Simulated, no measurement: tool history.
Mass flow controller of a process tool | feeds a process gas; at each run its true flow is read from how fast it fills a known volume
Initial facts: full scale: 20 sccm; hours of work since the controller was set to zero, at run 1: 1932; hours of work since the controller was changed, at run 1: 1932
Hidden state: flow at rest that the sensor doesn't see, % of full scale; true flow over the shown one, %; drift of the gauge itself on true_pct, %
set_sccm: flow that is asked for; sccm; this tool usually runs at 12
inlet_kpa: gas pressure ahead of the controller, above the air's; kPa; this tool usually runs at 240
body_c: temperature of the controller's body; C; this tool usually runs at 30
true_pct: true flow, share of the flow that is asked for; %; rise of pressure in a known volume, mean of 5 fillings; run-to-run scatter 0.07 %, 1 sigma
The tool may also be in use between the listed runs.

run    hour  set_sccm  inlet_kpa  body_c  hours of work since the controller was set to zero  hours of work since the controller was changed  true_pct
  1     0.0        12        240      30                                                1932                                            1932     98.99
  2    45.1        12        240      30                                                1952                                            1952     99.02
  3   104.1        12        240      30                                                1979                                            1979     98.81
  4   205.0        12        240      30                                                2025                                            2025     98.97
  5   266.0        12        240      30                                                2053                                            2053     98.97
  6   358.0         4        240      30                                                2095                                            2095     98.36
  7   448.5         4        240      30                                                2137                                            2137     98.42
  8   540.1         4        167      30                                                2179                                            2179     97.99
  9   610.3         4        167      30                                                2211                                            2211     97.99
 10   700.7         4        167      30                                                2252                                            2252     98.06
 11   780.7         4        167      30                                                2289                                            2289     98.02
 12   870.8         6        240      30                                                2330                                            2330     98.37
 13   946.5         6        240      30                                                2365                                            2365     98.45
 14  1017.2         9        240      30                                                2397                                            2397     98.68
 15  1086.1        12        153      30                                                2429                                            2429     98.56
 16  1176.7        12        153      30                                                2470                                            2470     98.44
 17  1250.3        12        153      30                                                2504                                            2504     98.53
 18  1322.2        19        153      30                                                2537                                            2537     99.50
 19  1375.4         4        145      30                                                2561                                            2561     97.89
 20  1422.0         4        240      24                                                2582                                            2582     98.62
 21  1490.3         2        199      38                                                2614                                            2614     98.66
 22  1596.4        12        202      30                                                2662                                            2662     98.76
 23  1690.9        11        238      26                                                2705                                            2705     98.92
     1697.1  -- controller's zero set anew
 24  1794.6        11        238      21                                                  45                                            2753     99.18
 25  1859.3        12        240      26                                                  74                                            2782     98.98
     1926.5  -- controller's zero set anew, once more
 26  1930.0         4        240      20                                                   2                                            2814     98.01
 27  1987.5         6        177      20                                                  28                                            2841     97.96
 28  2089.5        13        226      26                                                  75                                            2887     98.96
 29  2161.2         3        186      21                                                 107                                            2920     97.68
 30  2265.9         3        186      21                                                 155                                            2968     97.68
 31  2356.6         3        186      21                                                 197                                            3010     97.65
 32  2434.1        13        186      21                                                 232                                            3045     98.88

Expected results for the next run?
 33  2506.5        14        240      30                                                 265                                            3078         ?

true_pct: 98.99 %
Were there no unlogged condition in the tool, this run, its random variation unchanged, would have produced true_pct 99.25 %.

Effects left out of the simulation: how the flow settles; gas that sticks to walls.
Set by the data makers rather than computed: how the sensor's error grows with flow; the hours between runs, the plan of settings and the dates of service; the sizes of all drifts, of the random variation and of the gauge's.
